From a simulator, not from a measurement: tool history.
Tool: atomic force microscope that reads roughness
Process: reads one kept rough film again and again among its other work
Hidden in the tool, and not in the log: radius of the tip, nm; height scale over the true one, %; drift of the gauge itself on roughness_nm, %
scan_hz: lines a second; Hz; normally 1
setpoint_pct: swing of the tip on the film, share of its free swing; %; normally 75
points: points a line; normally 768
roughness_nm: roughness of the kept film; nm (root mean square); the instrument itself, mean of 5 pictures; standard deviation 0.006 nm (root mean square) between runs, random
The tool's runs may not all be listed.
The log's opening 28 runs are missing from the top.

| run | hour | scan_hz | setpoint_pct | points | pictures with this tip | hours of work since the height scale was calibrated | roughness_nm |
|---|---|---|---|---|---|---|---|
| 29 | 342.2 | 0.57 | 75 | 974 | 80 | 78 | 1.148 |
| 30 | 352.6 | 1.77 | 74 | 366 | 94 | 83 | 1.068 |
| 31 | 367.3 | 1.77 | 74 | 366 | 113 | 91 | 1.058 |
| 32 | 376.1 | 1.77 | 57 | 301 | 125 | 95 | 1.126 |
| 33 | 387.2 | 2.19 | 70 | 1019 | 140 | 100 | 1.059 |
| 34 | 400.5 | 0.59 | 73 | 768 | 158 | 107 | 1.131 |
| 35 | 413 | 0.59 | 73 | 768 | 174 | 113 | 1.115 |
| 36 | 424.8 | 0.96 | 77 | 698 | 190 | 119 | 1.078 |
| 37 | 435.9 | 0.96 | 77 | 698 | 205 | 124 | 1.076 |
| 38 | 449.1 | 3.07 | 77 | 476 | 222 | 130 | 0.943 |
| 39 | 459 | 1 | 71 | 768 | 236 | 135 | 1.093 |
| 40 | 473.4 | 1.16 | 76 | 410 | 255 | 142 | 1.053 |
| 41 | 480.6 | 1.16 | 76 | 410 | 264 | 146 | 1.056 |
|  | 482.3 | new tip fitted |
| 42 | 495 | 1.78 | 83 | 768 | 17 | 153 | 1.031 |
| 43 | 506.4 | 1.78 | 83 | 768 | 32 | 158 | 1.033 |
| 44 | 521.4 | 0.56 | 70 | 768 | 52 | 166 | 1.178 |
| 45 | 528.4 | 0.56 | 70 | 768 | 61 | 169 | 1.172 |
| 46 | 536.5 | 2.51 | 81 | 299 | 72 | 173 | 0.977 |
| 47 | 548.2 | 2.51 | 81 | 299 | 88 | 179 | 0.967 |
| 48 | 563.5 | 2.24 | 75 | 768 | 108 | 186 | 1.038 |
| 49 | 570.1 | 2.24 | 75 | 768 | 117 | 189 | 1.031 |
| 50 | 581.4 | 3.04 | 64 | 332 | 132 | 195 | 1.071 |

Branching from run 50: 5 alternative next runs. What would each branch give?
| A | 595 | 3.04 | 74 | 673 | 150 | 201 | ? |
| B | 595 | 2.37 | 64 | 332 | 150 | 201 | ? |
| C | 595 | 0.8 | 75 | 904 | 150 | 201 | ? |
| D | 595 | 3.04 | 61 | 298 | 150 | 201 | ? |
| E | 595 | 3.04 | 72 | 758 | 150 | 201 | ? |

| run | roughness_nm |
|---|---|
| A | 0.993 |
| B | 1.066 |
| C | 1.112 |
| D | 1.068 |
| E | 1.018 |
The same runs, with their run-to-run variation unchanged, on a tool lacking any hidden condition would have given:
| run | roughness_nm |
|---|---|
| A | 1.027 |
| B | 1.102 |
| C | 1.15 |
| D | 1.105 |
| E | 1.052 |
